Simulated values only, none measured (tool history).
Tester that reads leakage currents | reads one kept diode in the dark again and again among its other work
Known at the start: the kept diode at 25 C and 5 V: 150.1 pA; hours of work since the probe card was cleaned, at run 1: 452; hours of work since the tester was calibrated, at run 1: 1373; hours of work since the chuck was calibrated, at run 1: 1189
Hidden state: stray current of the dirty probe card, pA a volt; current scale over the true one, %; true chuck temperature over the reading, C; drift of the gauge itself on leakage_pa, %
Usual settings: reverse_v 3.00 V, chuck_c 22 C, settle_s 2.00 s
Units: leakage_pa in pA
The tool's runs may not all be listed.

run    hour  reverse_v  chuck_c  settle_s  hours of work since the probe card was cleaned  hours of work since the tester was calibrated  hours of work since the chuck was calibrated  leakage_pa
  1     0.0       3.00       22      2.00                                             452                                           1373                                          1189       87.71
  2    84.9       3.00       22      2.00                                             488                                           1408                                          1225       87.83
  3   182.0       3.00       22      2.00                                             528                                           1449                                          1266       87.70
  4   280.3       3.00       22      2.00                                             569                                           1490                                          1307       87.94
  5   363.0       3.00       22      2.00                                             604                                           1525                                          1342       87.33
  6   425.0       3.00       22      2.00                                             630                                           1551                                          1368       87.30
  7   504.2       3.00       22      2.00                                             663                                           1584                                          1401       88.12
  8   561.7       1.12       22      2.00                                             687                                           1608                                          1425       50.53
  9   642.9       1.12       22      2.00                                             721                                           1642                                          1459       50.99
 10   733.5       3.00       23      2.00                                             759                                           1680                                          1497       95.22
 11   793.7       3.00       22      2.00                                             785                                           1705                                          1522       87.23
      846.0  -- chuck's temperature calibrated
 12   879.6       3.00       33      2.00                                             820                                           1741                                            14      218.48
 13   943.2       3.00       33      2.00                                             846                                           1767                                            41      216.98
 14   992.3       3.00       33      2.00                                             867                                           1788                                            61      217.28
 15  1056.3       3.00       33      4.38                                             894                                           1815                                            88      217.98
 16  1105.0       3.00       48      2.00                                             914                                           1835                                           109      679.94
 17  1186.1       3.00       48      2.00                                             948                                           1869                                           143      683.34
 18  1269.2       3.00       22      2.00                                             983                                           1904                                           177       87.58
 19  1313.8       3.00       44      2.00                                            1002                                           1923                                           196      509.59
 20  1397.6       3.00       44      2.00                                            1037                                           1958                                           231      506.97
 21  1465.0      10.13       28      5.68                                            1065                                           1986                                           259      285.83
 22  1517.0       2.43       59      5.68                                            1087                                           2008                                           281     1309.09
 23  1569.9       6.56       59      5.68                                            1109                                           2030                                           303     2272.15
 24  1640.4       6.56       59      5.68                                            1139                                           2059                                           333     2277.79
 25  1748.7       6.56       59      5.68                                            1184                                           2105                                           378     2268.05
 26  1846.5       3.83       31      5.68                                            1225                                           2146                                           419      213.48
 27  1921.6       8.56       55      0.83                                            1257                                           2177                                           451     1996.92
 28  2022.1       5.75       51      2.00                                            1299                                           2219                                           493     1217.22
 29  2113.8       5.75       51      2.00                                            1337                                           2258                                           531     1205.97
 30  2158.8       5.75       51      2.00                                            1356                                           2277                                           550     1206.11
 31  2269.7       1.37       47      0.87                                            1402                                           2323                                           597      408.06
 32  2342.4       1.37       47      0.87                                            1433                                           2354                                           627      413.11
 33  2416.5       8.00       51      1.25                                            1464                                           2385                                           658     1445.01
 34  2495.0       2.68       20      2.20                                            1497                                           2418                                           691       69.52
 35  2605.7       2.68       20      2.20                                            1543                                           2464                                           738       69.52
 36  2676.2       3.00       52      7.79                                            1573                                           2494                                           767      903.32
 37  2770.4      12.81       52      8.63                                            1612                                           2533                                           807     2021.76
 38  2871.3      12.81       52      8.63                                            1655                                           2575                                           849     2023.47
 39  2979.1      12.81       52      8.63                                            1700                                           2621                                           894     2020.15

Measured less the same run without the tool's hidden state. The same run-to-run variation is in both; the gauge's scatter may not be:
run  leakage_pa
  1       -0.22
  2       -0.23
  3       -0.24
  4       -0.24
  5       -0.25
  6       -0.24
  7       -0.25
  8       -0.15
  9       -0.17
 10       -0.30
 11       -0.27
 12       +0.02
 13       +0.02
 14       +0.00
 15       -0.01
 16       -0.18
 17       -0.23
 18       +0.02
 19       -0.21
 20       -0.24
 21       +0.06
 22       -0.85
 23       -1.51
 24       -1.64
 25       -1.83
 26       -0.12
 27       -1.84
 28       -1.22
 29       -1.30
 30       -1.34
 31       -0.52
 32       -0.54
 33       -1.86
 34       -0.02
 35       -0.03
 36       -1.41
 37       -3.05
 38       -3.22
 39       -3.37
